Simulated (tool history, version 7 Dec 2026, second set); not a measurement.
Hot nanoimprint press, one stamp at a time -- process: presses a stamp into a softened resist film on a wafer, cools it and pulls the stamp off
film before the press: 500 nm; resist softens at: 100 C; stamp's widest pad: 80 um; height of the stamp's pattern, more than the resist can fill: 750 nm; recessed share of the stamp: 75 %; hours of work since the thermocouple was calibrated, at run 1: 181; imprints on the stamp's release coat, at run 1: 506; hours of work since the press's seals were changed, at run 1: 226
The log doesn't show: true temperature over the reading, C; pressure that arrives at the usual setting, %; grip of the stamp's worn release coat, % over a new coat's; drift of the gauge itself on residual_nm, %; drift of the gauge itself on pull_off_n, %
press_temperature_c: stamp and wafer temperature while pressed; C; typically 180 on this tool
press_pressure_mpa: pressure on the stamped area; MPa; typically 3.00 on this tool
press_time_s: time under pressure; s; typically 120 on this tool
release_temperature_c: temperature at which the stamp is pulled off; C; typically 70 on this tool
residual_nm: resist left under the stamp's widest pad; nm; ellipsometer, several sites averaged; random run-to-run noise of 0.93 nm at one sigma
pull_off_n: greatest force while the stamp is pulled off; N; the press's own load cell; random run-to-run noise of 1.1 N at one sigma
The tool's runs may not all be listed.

run	hour	press_temperature_c	press_pressure_mpa	press_time_s	release_temperature_c	hours of work since the thermocouple was calibrated	imprints on the stamp's release coat	hours of work since the press's seals were changed	residual_nm	pull_off_n
1	0.0	180	3.00	120	70	181	506	226	302.1	161
2	17.4	180	3.00	120	70	192	545	237	301.8	164
3	26.1	180	3.00	120	70	198	565	243	301.7	163
4	42.2	180	3.00	120	70	209	601	254	303.7	167
5	59.6	190	3.00	120	70	220	641	265	231.4	169
# hour 80.7: stamp cleaned and given a new release coat
6	83.1	190	3.00	120	70	231	5	276	232.5	150
7	99.3	190	3.00	120	70	242	42	287	234.2	151
8	107.6	186	3.00	120	70	247	61	292	260.0	152
9	125.1	186	3.00	85	70	259	100	304	291.9	152
10	135.8	180	3.00	120	70	266	124	311	306.9	154
11	147.6	184	3.00	120	70	274	151	319	275.3	154
12	156.1	184	3.00	120	70	279	170	324	275.5	154
13	173.3	184	3.00	120	70	291	209	336	277.6	155
# hour 177.3: plate thermocouple calibrated
14	189.8	184	3.00	120	70	8	240	344	281.9	160
15	207.2	184	3.00	120	70	20	279	356	281.8	162
16	223.1	178	3.00	120	76	30	315	366	329.9	144
17	237.1	190	2.94	120	59	39	347	375	243.9	194
# hour 254.3: plate thermocouple calibrated, once more
18	255.1	180	3.00	185	70	1	381	385	258.2	156
19	269.5	180	2.00	212	67	10	413	395	294.7	168
20	277.9	180	2.00	212	67	15	432	400	294.2	167
21	294.4	180	2.00	212	67	26	470	411	295.9	170
22	310.6	176	2.00	212	66	37	506	422	326.1	175
23	317.9	176	2.00	212	66	42	523	427	327.7	175
24	330.1	189	3.00	120	70	50	551	435	237.3	162
25	341.0	180	3.00	120	65	57	575	442	298.7	178
26	349.0	175	3.00	107	76	62	593	447	348.0	143
27	363.8	187	3.00	118	64	72	627	457	251.4	182
28	373.9	172	3.50	225	64	78	650	463	293.0	185
# hour 391.4: stamp cleaned and given a new release coat
29	392.9	180	2.03	206	69	87	3	472	298.2	152

Branching from run 29: 4 alternative next runs. What would each branch give?
A	402.9	188	1.86	72	70	94	26	478	?	?
B	402.9	180	2.97	206	69	94	26	478	?	?
C	402.9	177	2.03	206	69	94	26	478	?	?
D	402.9	190	2.03	206	57	94	26	478	?	?

run	residual_nm	pull_off_n
A	343.3	149
B	255.0	151
C	320.9	154
D	229.2	184
Without the tool's unlogged condition, the same runs would have read:
run	residual_nm	pull_off_n
A	338.5	148
B	248.4	149
C	315.2	152
D	224.5	182
